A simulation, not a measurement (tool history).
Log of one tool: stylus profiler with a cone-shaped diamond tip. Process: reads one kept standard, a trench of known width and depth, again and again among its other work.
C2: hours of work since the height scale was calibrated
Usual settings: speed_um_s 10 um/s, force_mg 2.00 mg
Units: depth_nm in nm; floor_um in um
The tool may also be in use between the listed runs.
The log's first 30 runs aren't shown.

Run 31, day 22.558: usual settings but speed_um_s 22 um/s, force_mg 2.71 mg; scans with this tip 5551; C2 105. Result: depth_nm 101.78 nm, floor_um 97.71 um.
Run 32, day 23.362: usual settings but speed_um_s 35 um/s, force_mg 5.40 mg; scans with this tip 5675; C2 116. Result: depth_nm 102.80 nm, floor_um 97.73 um.
Run 33, day 24.442: usual settings but speed_um_s 35 um/s, force_mg 5.40 mg; scans with this tip 5842; C2 132. Result: depth_nm 102.73 nm, floor_um 97.68 um.
Run 34, day 25.375: usual settings but speed_um_s 8 um/s, force_mg 0.88 mg; scans with this tip 5987; C2 145. Result: depth_nm 100.87 nm, floor_um 97.69 um.
Run 35, day 26.383: usual settings but speed_um_s 25 um/s, force_mg 2.33 mg; scans with this tip 6143; C2 160. Result: depth_nm 101.65 nm, floor_um 97.63 um.
Run 36, day 27.092: usual settings but speed_um_s 25 um/s, force_mg 2.33 mg; scans with this tip 6253; C2 170. Result: depth_nm 101.60 nm, floor_um 97.59 um.
Run 37, day 27.604: usual settings but speed_um_s 25 um/s, force_mg 2.33 mg; scans with this tip 6332; C2 178. Result: depth_nm 101.60 nm, floor_um 97.57 um.
Run 38, day 28.379: usual settings but speed_um_s 5 um/s, force_mg 1.37 mg; scans with this tip 6453; C2 189. Result: depth_nm 101.14 nm, floor_um 97.69 um.
Run 39, day 29.083: usual settings but speed_um_s 3 um/s; scans with this tip 6562; C2 199. Result: depth_nm 101.55 nm, floor_um 97.61 um.
Run 40, day 29.546: usual settings but speed_um_s 40 um/s, force_mg 3.68 mg; scans with this tip 6633; C2 206. Result: depth_nm 102.18 nm, floor_um 97.50 um.
Run 41, day 30.108: usual settings but speed_um_s 40 um/s, force_mg 3.68 mg; scans with this tip 6721; C2 214. Result: depth_nm 102.21 nm, floor_um 97.52 um.
Run 42, day 30.583: usual settings but speed_um_s 40 um/s, force_mg 3.68 mg; scans with this tip 6794; C2 221. Result: depth_nm 102.17 nm, floor_um 97.52 um.

Forecast each of these 5 alternatives for the next run:
Run A, day 31.050: usual settings but speed_um_s 2 um/s, force_mg 1.44 mg; scans with this tip 6867; C2 228. Result: depth_nm ?, floor_um ?.
Run B, day 31.050: usual settings but speed_um_s 3 um/s, force_mg 1.40 mg; scans with this tip 6867; C2 228. Result: depth_nm ?, floor_um ?.
Run C, day 31.050: usual settings but speed_um_s 8 um/s, force_mg 0.97 mg; scans with this tip 6867; C2 228. Result: depth_nm ?, floor_um ?.
Run D, day 31.050: usual settings but speed_um_s 7 um/s, force_mg 1.72 mg; scans with this tip 6867; C2 228. Result: depth_nm ?, floor_um ?.
Run E, day 31.050: usual settings but force_mg 3.62 mg; scans with this tip 6867; C2 228. Result: depth_nm ?, floor_um ?.

run  depth_nm  floor_um
  A    101.19     97.65
  B    101.24     97.65
  C    100.95     97.58
  D    101.37     97.63
  E    102.17     97.58
Without the tool's hidden state the same runs would have given:
run  depth_nm  floor_um
  A    101.10     98.60
  B    101.15     98.61
  C    100.86     98.53
  D    101.28     98.58
  E    102.08     98.53

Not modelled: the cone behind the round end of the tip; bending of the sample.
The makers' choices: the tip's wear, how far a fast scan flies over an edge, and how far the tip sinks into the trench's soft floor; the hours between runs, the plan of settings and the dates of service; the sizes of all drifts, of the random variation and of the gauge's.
